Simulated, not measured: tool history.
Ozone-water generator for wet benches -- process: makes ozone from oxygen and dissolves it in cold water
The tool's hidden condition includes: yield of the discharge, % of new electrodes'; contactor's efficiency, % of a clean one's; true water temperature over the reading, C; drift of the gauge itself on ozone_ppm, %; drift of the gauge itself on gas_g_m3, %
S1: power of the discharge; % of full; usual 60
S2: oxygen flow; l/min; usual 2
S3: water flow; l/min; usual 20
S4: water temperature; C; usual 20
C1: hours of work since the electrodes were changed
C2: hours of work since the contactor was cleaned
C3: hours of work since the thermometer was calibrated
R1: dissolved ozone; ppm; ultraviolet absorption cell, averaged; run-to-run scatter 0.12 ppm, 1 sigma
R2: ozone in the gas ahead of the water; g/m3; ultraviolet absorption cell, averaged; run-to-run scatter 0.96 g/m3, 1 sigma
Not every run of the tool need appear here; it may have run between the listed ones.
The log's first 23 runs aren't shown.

run	day	S1	S2	S3	S4	C1	C2	C3	R1	R2
24	37.954	69	2	20	23	1038	4225	621	10.9	183.9
25	39.533	98	2	20	20	1066	4253	648	15.4	251.7
26	40.554	60	2	20	13	1083	4270	666	10.5	162.6
27	42.175	60	2	20	12	1111	4298	694	10.5	161.8
28	43.388	73	2	20	24	1132	4319	715	11.4	193.3
29	44.6	73	2.22	32	24	1153	4340	736	7.3	182.9
30	45.762	73	1.04	32	15	1173	4360	756	6.1	280.3
31	47.042	44	2.29	32	15	1195	4382	778	4.9	113.5
32	48.225	42	2.29	23	15	1216	4403	798	6.5	107.9
33	49.688	60	2.2	20	20	1241	4428	824	9.9	152.6

Alternative continuations, all from the tool just after run 33; predict every row:
A	51.092	60	2.2	16	20	1265	4452	848	?	?
B	51.092	53	2.03	20	15	1265	4452	848	?	?
C	51.092	64	1.68	20	20	1265	4452	848	?	?
D	51.092	81	1.06	20	27	1265	4452	848	?	?

run	R1	R2
A	12	152.7
B	9.4	143.1
C	10.1	188.1
D	10.7	302.2
With the hidden condition removed and each run's random variation left untouched, the same runs would have given:
run	R1	R2
A	12.8	156.6
B	10	146.2
C	10.7	193.2
D	11.5	312.4
